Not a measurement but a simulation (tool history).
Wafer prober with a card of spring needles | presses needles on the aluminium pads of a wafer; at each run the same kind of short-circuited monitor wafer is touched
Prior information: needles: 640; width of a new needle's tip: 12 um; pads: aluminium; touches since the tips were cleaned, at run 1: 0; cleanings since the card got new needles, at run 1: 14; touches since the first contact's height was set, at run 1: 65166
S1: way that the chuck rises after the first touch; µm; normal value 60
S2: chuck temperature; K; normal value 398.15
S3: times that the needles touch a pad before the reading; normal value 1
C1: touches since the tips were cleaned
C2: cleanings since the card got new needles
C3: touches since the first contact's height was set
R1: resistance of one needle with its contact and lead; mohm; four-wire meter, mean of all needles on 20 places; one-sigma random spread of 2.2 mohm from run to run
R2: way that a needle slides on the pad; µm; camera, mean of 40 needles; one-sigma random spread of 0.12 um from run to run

{"run": 1, "hour": 0.0, "S1": 60, "S2": 398.15, "S3": 1, "C1": 0, "C2": 14, "C3": 65166, "R1": 247, "R2": 15.13}
{"hour": 14.5, "done": "tips cleaned on abrasive film"}
{"run": 2, "hour": 17.1, "S1": 60, "S2": 327.15, "S3": 1, "C1": 789, "C2": 15, "C3": 70332, "R1": 270, "R2": 15.07}
{"hour": 28.9, "done": "tips cleaned on abrasive film"}
{"run": 3, "hour": 28.9, "S1": 60, "S2": 327.15, "S3": 1, "C1": 0, "C2": 16, "C3": 73875, "R1": 235, "R2": 15.23}
{"hour": 42.1, "done": "tips cleaned on abrasive film"}
{"run": 4, "hour": 42.5, "S1": 66, "S2": 327.15, "S3": 1, "C1": 99, "C2": 17, "C3": 77978, "R1": 239, "R2": 16.85}
{"hour": 56.5, "done": "tips cleaned on abrasive film"}
{"run": 5, "hour": 58.6, "S1": 66, "S2": 327.15, "S3": 1, "C1": 650, "C2": 18, "C3": 82853, "R1": 258, "R2": 16.82}
{"hour": 70.2, "done": "tips cleaned on abrasive film"}
{"run": 6, "hour": 75.9, "S1": 66, "S2": 327.15, "S3": 1, "C1": 1746, "C2": 19, "C3": 88079, "R1": 299, "R2": 16.78}
{"hour": 84.3, "done": "tips cleaned on abrasive film"}
{"run": 7, "hour": 86.9, "S1": 66, "S2": 327.15, "S3": 1, "C1": 798, "C2": 20, "C3": 91393, "R1": 260, "R2": 16.68}
{"run": 8, "hour": 97.1, "S1": 60, "S2": 319.15, "S3": 1, "C1": 3895, "C2": 20, "C3": 94490, "R1": 330, "R2": 14.95}
{"hour": 98.2, "done": "tips cleaned on abrasive film"}
{"run": 9, "hour": 110.3, "S1": 60, "S2": 367.15, "S3": 1, "C1": 3670, "C2": 21, "C3": 98456, "R1": 336, "R2": 15.02}
{"hour": 112.6, "done": "tips cleaned on abrasive film"}
{"run": 10, "hour": 120.0, "S1": 72, "S2": 298.15, "S3": 1, "C1": 2268, "C2": 22, "C3": 101393, "R1": 282, "R2": 17.91}
{"hour": 126.8, "done": "tips cleaned on abrasive film"}
{"run": 11, "hour": 132.4, "S1": 72, "S2": 298.15, "S3": 1, "C1": 1708, "C2": 23, "C3": 105110, "R1": 279, "R2": 18.11}
{"hour": 140.2, "done": "tips cleaned on abrasive film"}
{"run": 12, "hour": 142.5, "S1": 72, "S2": 298.15, "S3": 1, "C1": 697, "C2": 24, "C3": 108151, "R1": 248, "R2": 18.19}
{"hour": 154.3, "done": "tips cleaned on abrasive film"}
{"run": 13, "hour": 159.2, "S1": 57, "S2": 301.15, "S3": 1, "C1": 1486, "C2": 25, "C3": 113205, "R1": 305, "R2": 14.21}
{"hour": 168.0, "done": "tips cleaned on abrasive film"}
{"run": 14, "hour": 171.2, "S1": 60, "S2": 364.15, "S3": 1, "C1": 979, "C2": 26, "C3": 116825, "R1": 292, "R2": 14.86}

Predict each of these 4 candidate next runs independently; none follows another, all start after run 14:
{"hour": 181.3, "done": "tips cleaned on abrasive film"}
{"run": "A", "hour": 183.4, "S1": 60, "S2": 317.15, "S3": 1, "C1": 620, "C2": 27, "C3": 120486, "R1": "?", "R2": "?"}
{"hour": 181.3, "done": "tips cleaned on abrasive film"}
{"run": "B", "hour": 183.4, "S1": 67, "S2": 307.15, "S3": 2, "C1": 620, "C2": 27, "C3": 120486, "R1": "?", "R2": "?"}
{"hour": 181.3, "done": "tips cleaned on abrasive film"}
{"run": "C", "hour": 183.4, "S1": 51, "S2": 307.15, "S3": 1, "C1": 620, "C2": 27, "C3": 120486, "R1": "?", "R2": "?"}
{"hour": 181.3, "done": "tips cleaned on abrasive film"}
{"run": "D", "hour": 183.4, "S1": 60, "S2": 299.15, "S3": 1, "C1": 620, "C2": 27, "C3": 120486, "R1": "?", "R2": "?"}

run=A R1=267 R2=14.87
run=B R1=244 R2=16.75
run=C R1=293 R2=12.53
run=D R1=268 R2=14.77
Without the tool's hidden state the same runs would have given:
run=A R1=216 R2=15.56
run=B R1=217 R2=17.45
run=C R1=221 R2=13.22
run=D R1=214 R2=15.45

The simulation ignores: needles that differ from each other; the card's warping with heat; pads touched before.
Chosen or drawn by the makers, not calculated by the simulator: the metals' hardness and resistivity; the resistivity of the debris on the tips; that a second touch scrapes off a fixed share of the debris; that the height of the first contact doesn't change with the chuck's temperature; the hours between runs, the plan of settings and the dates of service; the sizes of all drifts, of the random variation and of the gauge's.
